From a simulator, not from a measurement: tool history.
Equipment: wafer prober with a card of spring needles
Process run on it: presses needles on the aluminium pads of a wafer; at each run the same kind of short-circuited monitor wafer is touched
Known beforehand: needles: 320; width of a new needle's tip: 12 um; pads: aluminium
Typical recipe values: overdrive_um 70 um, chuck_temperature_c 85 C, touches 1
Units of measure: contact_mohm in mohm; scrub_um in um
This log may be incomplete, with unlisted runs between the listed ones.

run   hour  overdrive_um  chuck_temperature_c  touches  contact_mohm  scrub_um
  1    0.0            70                   85        1           164      9.03
       3.9  -- tips cleaned on abrasive film
  2   10.1            71                   85        1           155      9.17
      16.1  -- tips cleaned on abrasive film
  3   20.2            71                   85        1           149      9.14
      28.4  -- tips cleaned on abrasive film
  4   30.8            71                   85        1           140      9.14
      40.3  -- tips cleaned on abrasive film
  5   40.3            71                   85        1           127      9.12
  6   47.6            71                  104        1           165      9.15
      52.2  -- tips cleaned on abrasive film
  7   53.4            70                   85        1           133      8.95
  8   59.5            70                   85        1           160      8.97
      60.8  -- height of the first contact set anew
      64.3  -- tips cleaned on abrasive film
  9   67.1            70                   85        1           144      8.94
      76.1  -- tips cleaned on abrasive film
 10   76.3            75                   96        2           124      9.62
 11   82.7            75                   96        2           140      9.64
      88.3  -- tips cleaned on abrasive film
 12   88.5            73                   46        1           120      9.40
 13   96.1            77                   34        2           136      9.84
     100.6  -- tips cleaned on abrasive film
 14  106.1            77                   34        2           132      9.85
     112.2  -- height of the first contact set anew, once more
     112.9  -- tips cleaned on abrasive film
 15  115.9            58                   46        1           150      7.48
     125.1  -- tips cleaned on abrasive film
 16  125.5            58                   46        1           132      7.48
 17  135.6            56                   87        1           202      7.26

Forecast each of these 4 alternatives for the next run:
     137.6  -- tips cleaned on abrasive film
  A  144.4            56                   30        1             ?         ?
     137.6  -- tips cleaned on abrasive film
  B  144.4            56                   87        1             ?         ?
     137.6  -- tips cleaned on abrasive film
  C  144.4            83                   85        1             ?         ?
     137.6  -- tips cleaned on abrasive film
  D  144.4            56                   87        1             ?         ?

run  contact_mohm  scrub_um
  A           177      7.24
  B           181      7.23
  C           148     10.66
  D           182      7.23
Stripped of hidden state, with their random variation kept, the same runs would have yielded:
run  contact_mohm  scrub_um
  A           117      7.27
  B           126      7.26
  C           120     10.69
  D           126      7.26

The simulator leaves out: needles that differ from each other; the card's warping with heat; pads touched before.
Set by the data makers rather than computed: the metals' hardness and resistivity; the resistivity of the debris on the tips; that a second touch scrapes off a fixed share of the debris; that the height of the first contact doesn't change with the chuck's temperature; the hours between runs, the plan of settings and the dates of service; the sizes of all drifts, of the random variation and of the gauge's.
